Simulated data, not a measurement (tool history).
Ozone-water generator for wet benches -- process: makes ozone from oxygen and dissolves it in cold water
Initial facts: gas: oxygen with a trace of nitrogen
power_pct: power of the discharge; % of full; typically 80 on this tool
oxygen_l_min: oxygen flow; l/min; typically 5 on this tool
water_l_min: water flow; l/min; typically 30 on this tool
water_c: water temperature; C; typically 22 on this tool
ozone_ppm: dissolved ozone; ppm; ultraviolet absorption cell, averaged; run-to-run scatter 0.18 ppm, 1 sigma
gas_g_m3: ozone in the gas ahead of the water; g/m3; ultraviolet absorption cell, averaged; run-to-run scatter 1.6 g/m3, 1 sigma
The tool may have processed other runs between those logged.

run	day	power_pct	oxygen_l_min	water_l_min	water_c	ozone_ppm	gas_g_m3
1	0	80	5	30	22	24.6	297.1
2	1.388	80	5	25	22	29	295
3	2.446	80	5	30	22	24.9	295.9
4	3.9	80	5	47	22	15.4	294
5	5.133	80	5	47	22	15.7	296.8
6	6.475	80	5	30	22	24.9	294.3
7	7.5	87	5	30	22	26.2	308.9
8	8.954	87	5	30	17	27.7	313.7
9	9.854	87	5	30	17	27.4	308.8
10	10.671	87	5	30	17	27.4	311
11	11.362	87	5	30	17	27.6	308.7
12	12.096	50	4.07	46	16	11.7	242.6
13	13.567	50	4.07	46	16	11.4	244.2
14	15.029	70	3.35	30	22	21	325.4
15	16.033	80	5	30	20	25.1	294
16	17.412	80	5	30	20	25.5	292.2
17	18.842	82	7.93	28	22	27.9	239.2

How would selected steps in gas_g_m3 from run to run divide? Give the signed amount a tool lacking its hidden state would still show from settings, what came in and random variation, and the signed amount left for the hidden state, including any gauge scatter that is not in both of the compared results.
The tool's hidden condition here consists of: yield of the discharge, % of new electrodes'; contactor's efficiency, % of a clean one's; true water temperature over the reading, C; drift of the gauge itself on ozone_ppm, %; drift of the gauge itself on gas_g_m3, %.
Run 13 -> 14: power_pct 50 -> 70, oxygen_l_min 4.07 -> 3.35, water_l_min 46 -> 30, water_c 16 -> 22. gas_g_m3 +81.2 g/m3: hidden state -1.7, all else +82.9.
